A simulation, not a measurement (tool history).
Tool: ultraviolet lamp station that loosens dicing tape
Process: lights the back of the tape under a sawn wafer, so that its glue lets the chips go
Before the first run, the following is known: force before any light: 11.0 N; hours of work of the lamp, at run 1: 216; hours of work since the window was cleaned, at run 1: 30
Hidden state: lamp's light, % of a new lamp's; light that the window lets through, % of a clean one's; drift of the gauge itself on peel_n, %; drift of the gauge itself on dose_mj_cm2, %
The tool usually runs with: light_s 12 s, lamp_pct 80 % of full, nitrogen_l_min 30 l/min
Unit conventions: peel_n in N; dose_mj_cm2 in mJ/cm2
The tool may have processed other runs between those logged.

run	day	light_s	lamp_pct	nitrogen_l_min	hours of work of the lamp	hours of work since the window was cleaned	peel_n	dose_mj_cm2
1	0.000	12	80	30	216	30	0.363	255
2	0.854	12	80	30	226	40	0.364	257
3	2.179	12	80	30	242	56	0.362	252
4	4.033	12	80	30	265	79	0.394	247
5	5.192	12	80	30	279	93	0.381	247
6	7.046	12	80	30	302	116	0.428	238
7	8.479	12	80	30	319	133	0.426	239
8	9.525	12	80	30	332	146	0.413	237
# day 9.679: window cleaned of glue's vapour
9	10.783	6	80	18	347	13	2.750	115
10	12.275	6	80	18	365	32	2.775	113
11	14.079	9	76	60	387	54	0.705	162
12	15.771	12	63	30	408	74	0.905	178
# day 16.704: window cleaned of glue's vapour, once more
13	17.421	10	76	22	428	9	1.007	195
14	18.838	14	94	13	445	26	0.428	333
15	20.829	14	94	13	470	50	0.439	325
16	21.742	12	80	48	481	62	0.276	241

Predict each of these 4 candidate next runs independently; none follows another, all start after run 16:
A	23.529	15	75	12	503	83	?	?
B	23.529	12	97	21	503	83	?	?
C	23.529	12	65	14	503	83	?	?
D	23.529	12	80	16	503	83	?	?

run	peel_n	dose_mj_cm2
A	0.772	273
B	0.399	283
C	1.478	187
D	0.852	230
With the hidden condition removed and each run's random variation left untouched, the same runs would have given:
run	peel_n	dose_mj_cm2
A	0.503	322
B	0.256	334
C	1.054	220
D	0.562	272
